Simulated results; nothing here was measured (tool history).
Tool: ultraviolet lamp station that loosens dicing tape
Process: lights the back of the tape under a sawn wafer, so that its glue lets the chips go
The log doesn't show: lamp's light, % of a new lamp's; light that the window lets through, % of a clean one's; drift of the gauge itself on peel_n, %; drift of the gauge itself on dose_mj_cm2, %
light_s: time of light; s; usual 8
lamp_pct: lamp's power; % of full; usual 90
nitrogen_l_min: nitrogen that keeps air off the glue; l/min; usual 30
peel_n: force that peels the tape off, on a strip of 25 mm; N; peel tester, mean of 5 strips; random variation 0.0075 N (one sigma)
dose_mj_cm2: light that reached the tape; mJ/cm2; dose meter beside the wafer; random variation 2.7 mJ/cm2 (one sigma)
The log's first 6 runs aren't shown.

run	hour	light_s	lamp_pct	nitrogen_l_min	hours of work of the lamp	hours of work since the window was cleaned	peel_n	dose_mj_cm2
7	239.8	4	90	30	903	428	1.615	148
8	280.3	8	87	30	925	450	0.467	276
9	326.4	8	87	30	950	475	0.479	274
10	357.9	8	87	30	967	492	0.489	276
11	380.5	8	87	48	979	504	0.411	273
12	414.2	8	87	48	998	523	0.420	268
13	441.0	8	87	48	1012	537	0.434	270
14	468.9	8	90	30	1027	552	0.465	276
15	522.0	8	90	30	1056	581	0.486	274
16	573.3	5	64	40	1084	609	1.938	122
17	622.8	13	97	48	1111	636	0.185	475
18	648.0	13	88	48	1124	649	0.205	430
# hour 688.8: window cleaned of glue's vapour
19	701.3	13	88	48	1153	7	0.188	448
20	752.3	8	88	26	1181	34	0.504	275
21	783.0	8	88	43	1197	51	0.406	275
22	835.2	5	90	30	1226	79	1.177	174
23	865.9	5	90	30	1242	96	1.191	171
24	889.3	13	89	35	1255	109	0.197	445
25	934.8	5	96	12	1280	133	1.516	182
26	956.7	8	76	53	1291	145	0.571	232
27	1003.2	11	62	30	1317	170	0.558	254
28	1031.2	5	62	30	1332	186	2.182	113
29	1078.3	5	63	50	1357	211	1.916	114
30	1105.1	5	63	50	1372	226	1.990	113

Forecast each of these 3 alternatives for the next run:
A	1152.3	11	85	46	1397	251	?	?
B	1152.3	11	90	29	1397	251	?	?
C	1152.3	8	90	23	1397	251	?	?

run	peel_n	dose_mj_cm2
A	0.275	342
B	0.269	359
C	0.600	259
Without the tool's hidden state the same runs would have given:
run	peel_n	dose_mj_cm2
A	0.184	474
B	0.175	500
C	0.309	361
